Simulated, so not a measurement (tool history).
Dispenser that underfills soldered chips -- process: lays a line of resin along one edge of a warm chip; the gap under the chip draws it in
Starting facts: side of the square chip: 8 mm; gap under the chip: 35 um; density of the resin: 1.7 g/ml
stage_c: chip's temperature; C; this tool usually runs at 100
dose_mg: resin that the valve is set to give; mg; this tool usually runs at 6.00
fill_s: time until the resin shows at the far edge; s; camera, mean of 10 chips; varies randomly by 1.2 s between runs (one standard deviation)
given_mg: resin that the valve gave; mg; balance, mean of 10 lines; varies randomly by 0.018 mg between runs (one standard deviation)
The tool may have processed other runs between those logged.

| run | day | stage_c | dose_mg | fill_s | given_mg |
|---|---|---|---|---|---|
| 1 | 0.000 | 100 | 6.00 | 221.1 | 5.93 |
|  | 0.050 | new syringe of resin |
| 2 | 0.379 | 100 | 6.00 | 171.8 | 5.93 |
|  | 0.692 | new syringe of resin |
| 3 | 0.888 | 100 | 6.00 | 149.1 | 5.86 |
|  | 1.312 | new syringe of resin |
| 4 | 1.467 | 96 | 6.00 | 159.9 | 5.91 |
| 5 | 1.817 | 109 | 6.00 | 156.5 | 5.82 |
|  | 1.950 | new syringe of resin |
| 6 | 2.104 | 109 | 6.00 | 107.9 | 5.83 |
|  | 2.246 | dispensing valve cleaned and set on the balance |
|  | 2.617 | new syringe of resin |
| 7 | 2.696 | 109 | 6.00 | 102.9 | 6.01 |
| 8 | 3.075 | 109 | 6.00 | 153.5 | 5.94 |
|  | 3.267 | new syringe of resin |
| 9 | 3.354 | 97 | 6.00 | 145.7 | 5.92 |
| 10 | 3.850 | 100 | 6.00 | 226.6 | 5.96 |
|  | 3.917 | new syringe of resin |
| 11 | 4.371 | 109 | 6.00 | 152.4 | 5.90 |
|  | 4.542 | new syringe of resin |
| 12 | 4.996 | 109 | 6.00 | 153.8 | 5.88 |
|  | 5.179 | new syringe of resin |
| 13 | 5.375 | 100 | 7.47 | 150.0 | 7.31 |
| 14 | 5.638 | 100 | 6.14 | 193.6 | 5.99 |
|  | 5.808 | new syringe of resin |
| 15 | 6.188 | 100 | 6.14 | 182.5 | 5.99 |
|  | 6.438 | new syringe of resin |
| 16 | 6.558 | 110 | 6.19 | 104.4 | 6.02 |
| 17 | 6.983 | 110 | 6.19 | 165.3 | 5.97 |
|  | 7.104 | new syringe of resin |
| 18 | 7.333 | 100 | 7.22 | 152.8 | 6.98 |
|  | 7.762 | new syringe of resin |
| 19 | 7.762 | 100 | 7.22 | 120.6 | 6.97 |
|  | 7.871 | dispensing valve cleaned and set on the balance |
| 20 | 8.192 | 115 | 5.58 | 120.7 | 5.61 |
|  | 8.425 | new syringe of resin |
| 21 | 8.688 | 96 | 5.15 | 193.4 | 5.15 |
|  | 9.050 | new syringe of resin |
| 22 | 9.188 | 89 | 6.95 | 200.8 | 6.96 |
| 23 | 9.629 | 89 | 6.95 | 322.0 | 6.89 |
|  | 9.696 | new syringe of resin |
| 24 | 9.975 | 89 | 6.95 | 233.0 | 6.83 |
|  | 10.346 | new syringe of resin |
| 25 | 10.404 | 103 | 5.20 | 124.6 | 5.13 |
| 26 | 10.942 | 98 | 6.62 | 248.1 | 6.51 |
|  | 11.000 | new syringe of resin |
| 27 | 11.304 | 106 | 7.62 | 143.9 | 7.45 |
|  | 11.621 | new syringe of resin |
| 28 | 11.754 | 107 | 5.71 | 116.0 | 5.59 |
| 29 | 12.167 | 107 | 6.03 | 178.5 | 5.90 |

Per-run results on a tool with no hidden state, each run keeping its own random variation:
Hidden state at play: resin's viscosity, % of fresh resin's; dose that the valve gives, % of what is set; true chip temperature over the reading, C; drift of the gauge itself on fill_s, %; drift of the gauge itself on given_mg, %.
| run | fill_s | given_mg |
|---|---|---|
| 1 | 109.8 | 6.02 |
| 2 | 111.5 | 6.03 |
| 3 | 111.7 | 5.99 |
| 4 | 125.0 | 6.06 |
| 5 | 85.3 | 5.98 |
| 6 | 84.4 | 6.00 |
| 7 | 87.3 | 6.03 |
| 8 | 86.9 | 5.98 |
| 9 | 122.2 | 5.97 |
| 10 | 112.7 | 6.02 |
| 11 | 85.8 | 5.99 |
| 12 | 85.7 | 5.99 |
| 13 | 111.0 | 7.46 |
| 14 | 108.7 | 6.13 |
| 15 | 111.1 | 6.15 |
| 16 | 82.7 | 6.19 |
| 17 | 83.8 | 6.15 |
| 18 | 107.4 | 7.21 |
| 19 | 107.8 | 7.22 |
| 20 | 72.6 | 5.62 |
| 21 | 129.1 | 5.17 |
| 22 | 154.2 | 7.00 |
| 23 | 154.9 | 6.96 |
| 24 | 152.2 | 6.91 |
| 25 | 105.0 | 5.21 |
| 26 | 118.3 | 6.62 |
| 27 | 93.1 | 7.59 |
| 28 | 89.9 | 5.71 |
| 29 | 89.5 | 6.05 |

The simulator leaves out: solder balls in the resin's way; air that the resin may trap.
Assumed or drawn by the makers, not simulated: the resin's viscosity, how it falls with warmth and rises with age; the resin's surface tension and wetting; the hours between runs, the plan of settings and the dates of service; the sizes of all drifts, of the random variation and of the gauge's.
